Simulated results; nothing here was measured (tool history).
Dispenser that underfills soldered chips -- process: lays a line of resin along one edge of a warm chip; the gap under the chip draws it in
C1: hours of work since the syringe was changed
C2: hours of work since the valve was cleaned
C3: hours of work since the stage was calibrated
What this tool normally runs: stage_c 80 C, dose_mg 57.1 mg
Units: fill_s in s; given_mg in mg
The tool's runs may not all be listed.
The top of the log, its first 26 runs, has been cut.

{"run": 27, "day": 6.625, "stage_c": 74, "dose_mg": 54.7, "C1": 8, "C2": 46, "C3": 253, "fill_s": 203.3, "given_mg": 53.12}
{"day": 6.683, "done": "new syringe of resin"}
{"day": 6.783, "done": "dispensing valve cleaned and set on the balance"}
{"run": 28, "day": 7.0, "stage_c": 89, "dose_mg": 70.0, "C1": 5, "C2": 4, "C3": 259, "fill_s": 94.3, "given_mg": 69.45}
{"day": 7.246, "done": "new syringe of resin"}
{"run": 29, "day": 7.292, "stage_c": 89, "dose_mg": 70.0, "C1": 1, "C2": 9, "C3": 264, "fill_s": 72.6, "given_mg": 69.63}
{"run": 30, "day": 7.483, "stage_c": 89, "dose_mg": 70.0, "C1": 4, "C2": 13, "C3": 268, "fill_s": 90.3, "given_mg": 69.3}
{"day": 7.767, "done": "new syringe of resin"}
{"run": 31, "day": 7.779, "stage_c": 77, "dose_mg": 57.3, "C1": 0, "C2": 18, "C3": 273, "fill_s": 107.3, "given_mg": 56.36}
{"run": 32, "day": 8.029, "stage_c": 94, "dose_mg": 64.9, "C1": 5, "C2": 22, "C3": 277, "fill_s": 79.1, "given_mg": 63.87}
{"run": 33, "day": 8.246, "stage_c": 84, "dose_mg": 61.1, "C1": 9, "C2": 26, "C3": 281, "fill_s": 140.8, "given_mg": 59.81}
{"day": 8.317, "done": "new syringe of resin"}
{"run": 34, "day": 8.596, "stage_c": 82, "dose_mg": 49.3, "C1": 5, "C2": 33, "C3": 287, "fill_s": 121.9, "given_mg": 48.21}

Forecast run 35:
{"day": 8.838, "done": "new syringe of resin"}
{"run": 35, "day": 8.904, "stage_c": 82, "dose_mg": 49.3, "C1": 1, "C2": 38, "C3": 293, "fill_s": "?", "given_mg": "?"}

fill_s: 99.2 s
given_mg: 47.90 mg
Minus the tool's unlogged condition, the same run would have read fill_s 89.4 s, given_mg 49.27 mg.

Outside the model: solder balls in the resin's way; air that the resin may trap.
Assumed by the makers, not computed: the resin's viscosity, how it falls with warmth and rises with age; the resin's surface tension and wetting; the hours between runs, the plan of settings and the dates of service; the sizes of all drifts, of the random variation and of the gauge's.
